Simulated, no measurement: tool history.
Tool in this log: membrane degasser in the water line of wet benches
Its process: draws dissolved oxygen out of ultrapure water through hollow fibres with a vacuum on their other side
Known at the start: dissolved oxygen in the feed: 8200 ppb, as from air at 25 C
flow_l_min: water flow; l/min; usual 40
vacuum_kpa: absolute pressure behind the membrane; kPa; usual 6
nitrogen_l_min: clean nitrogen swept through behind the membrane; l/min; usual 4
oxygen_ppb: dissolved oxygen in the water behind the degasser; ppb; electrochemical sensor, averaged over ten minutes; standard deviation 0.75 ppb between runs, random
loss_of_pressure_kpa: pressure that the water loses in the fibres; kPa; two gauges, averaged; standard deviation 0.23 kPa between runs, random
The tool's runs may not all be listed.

run     day  flow_l_min  vacuum_kpa  nitrogen_l_min  oxygen_ppb  loss_of_pressure_kpa
  1       0          40           6               4        75.9                 55.71
  2    1.65          40           6               4        77.4                 55.76
  3   3.488          53           6               4       114.7                 74.56
  4   5.171          53           6               4       114.4                 73.77
  5   7.867          40           6            4.79        64.1                 56.02
  6  10.012          40           6            8.47        41.4                 55.98
  7  12.354          40           6            3.82          78                  56.2
  8  13.888          40           6            3.82        80.3                 55.75
  9  16.733          40           6            4.85        65.1                 56.33
 10  18.188          40           6            4.85        63.9                 55.94
 11   20.55          40           6            4.85        65.5                 55.98
 12  21.983          40           6            4.85        64.6                 55.86
 13  23.208          40        4.91               4        49.3                 56.17
 14  24.454          40        4.91               4        50.2                 55.77
 15  25.888          40        4.91               4        49.1                 55.99
 16  27.246          40        4.91               4        49.9                 55.99
 17  28.883          40        5.55               4        65.4                 55.99
 18  30.646          46        3.75            2.54        39.5                 64.38
 19  32.192          46        3.75            2.54        40.2                 64.44
 20      34          46        3.75            2.54        40.9                 64.75
 21  35.821          31        3.71           11.36         6.8                 43.23
 22  38.096          63        4.33            9.26        71.1                  87.9
 23  39.967          63        4.33            9.26        71.7                  88.2
 24  41.692          63        4.33            9.26        71.7                 88.65
 25  43.171          31       11.51            6.53        98.2                 43.36
 26  45.375          31       12.52               4         172                 43.64
 27  47.767          40        9.78            7.33        96.8                 56.25
 28  49.408          40        8.23            7.33        77.5                 56.03
 29  51.704          40        8.23            7.33        76.4                 56.13
 30  54.288          40       11.22               4       196.7                 56.26
 31  56.238          40           6            1.77       147.7                 55.88
 32  57.621          40           6            1.77       147.5                 55.71
 33  60.458          40           6            8.57        42.4                 56.01

Put back what was entered between runs (1 entry, withheld): which listed runs does each sit between, and how does the hidden state differ from the listed run before to the listed run after?
Between runs 4 and 5: vacuum gauge calibrated (day 7.867)
  no hidden state differs between the two runs
